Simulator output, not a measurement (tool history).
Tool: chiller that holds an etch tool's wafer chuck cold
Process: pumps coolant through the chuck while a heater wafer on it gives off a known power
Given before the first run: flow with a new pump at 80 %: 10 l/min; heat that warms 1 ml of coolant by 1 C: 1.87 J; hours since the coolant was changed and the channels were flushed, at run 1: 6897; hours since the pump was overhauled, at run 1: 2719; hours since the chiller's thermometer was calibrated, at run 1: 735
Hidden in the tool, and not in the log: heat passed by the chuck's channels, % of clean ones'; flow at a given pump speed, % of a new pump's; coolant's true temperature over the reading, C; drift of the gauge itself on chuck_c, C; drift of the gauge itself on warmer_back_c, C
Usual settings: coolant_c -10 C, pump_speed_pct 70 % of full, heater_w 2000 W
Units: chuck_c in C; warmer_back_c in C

| run | day | coolant_c | pump_speed_pct | heater_w | hours since the coolant was changed and the channels were flushed | hours since the pump was overhauled | hours since the chiller's thermometer was calibrated | chuck_c | warmer_back_c |
|---|---|---|---|---|---|---|---|---|---|
| 1 | 0 | -10 | 70 | 2000 | 6897 | 2719 | 735 | 9.3 | 7.45 |
| 2 | 2.642 | -10 | 70 | 1595 | 6960 | 2782 | 798 | 5.2 | 5.92 |
| 3 | 5.712 | -10 | 70 | 1595 | 7034 | 2856 | 872 | 5.5 | 5.91 |
| 4 | 8.05 | -10 | 70 | 1595 | 7090 | 2912 | 928 | 5.5 | 5.93 |
| 5 | 10.583 | -10 | 70 | 1595 | 7151 | 2973 | 989 | 5.3 | 5.83 |
| 6 | 13.746 | -10 | 70 | 1595 | 7226 | 3049 | 1065 | 5.3 | 5.92 |
| 7 | 15.725 | -10 | 70 | 1595 | 7274 | 3096 | 1112 | 5.5 | 5.88 |
| 8 | 18.725 | -10 | 70 | 2000 | 7346 | 3168 | 1184 | 9.3 | 7.35 |
| 9 | 20.329 | -10 | 70 | 2000 | 7384 | 3207 | 1223 | 9.3 | 7.33 |
| 10 | 22.758 | -10 | 70 | 2000 | 7443 | 3265 | 1281 | 9.3 | 7.37 |
| 11 | 25.596 | -10 | 70 | 2000 | 7511 | 3333 | 1349 | 9.3 | 7.34 |
| 12 | 28.812 | -10 | 70 | 2000 | 7588 | 3411 | 1426 | 9.3 | 7.31 |
| 13 | 30.529 | -10 | 61 | 2000 | 7629 | 3452 | 1467 | 11.2 | 8.56 |
| 14 | 33.475 | -19 | 61 | 2000 | 7700 | 3522 | 1538 | 2.3 | 8.48 |
| 15 | 34.967 | -10 | 70 | 1718 | 7736 | 3558 | 1574 | 6.6 | 6.25 |
| 16 | 37.45 | -5 | 100 | 1536 | 7795 | 3618 | 1634 | 6.5 | 3.71 |
| 17 | 39.917 | -5 | 100 | 1536 | 7855 | 3677 | 1693 | 6.6 | 3.72 |
| 18 | 41.688 | -9 | 100 | 1443 | 7897 | 3720 | 1735 | 1.9 | 3.45 |
| 19 | 43.4 | -18 | 66 | 1182 | 7938 | 3761 | 1776 | -6.2 | 4.54 |
| 20 | 46.183 | -18 | 66 | 1182 | 8005 | 3827 | 1843 | -6 | 4.55 |
| 21 | 49.038 | -10 | 69 | 1182 | 8073 | 3896 | 1912 | 1.5 | 4.24 |
| 22 | 51.967 | -7 | 82 | 1637 | 8144 | 3966 | 1982 | 7.2 | 4.89 |
| 23 | 53.646 | -7 | 82 | 1637 | 8184 | 4006 | 2022 | 7.2 | 4.97 |
| 24 | 56.662 | -10 | 62 | 1347 | 8256 | 4079 | 2095 | 4.2 | 5.51 |

4 options for the next run, each taken on its own from the tool as it stands now. Forecast them:
| A | 59.833 | -11 | 62 | 1347 | 8333 | 4155 | 2171 | ? | ? |
| B | 59.833 | -6 | 82 | 1442 | 8333 | 4155 | 2171 | ? | ? |
| C | 59.833 | -2 | 62 | 1237 | 8333 | 4155 | 2171 | ? | ? |
| D | 59.833 | -10 | 65 | 2324 | 8333 | 4155 | 2171 | ? | ? |

| run | chuck_c | warmer_back_c |
|---|---|---|
| A | 3.2 | 5.51 |
| B | 6.4 | 4.25 |
| C | 11 | 5.02 |
| D | 13.7 | 9.15 |
Without the tool's hidden state the same runs would have given:
| run | chuck_c | warmer_back_c |
|---|---|---|
| A | 3.2 | 5.74 |
| B | 6.4 | 4.48 |
| C | 11 | 5.25 |
| D | 13.7 | 9.38 |

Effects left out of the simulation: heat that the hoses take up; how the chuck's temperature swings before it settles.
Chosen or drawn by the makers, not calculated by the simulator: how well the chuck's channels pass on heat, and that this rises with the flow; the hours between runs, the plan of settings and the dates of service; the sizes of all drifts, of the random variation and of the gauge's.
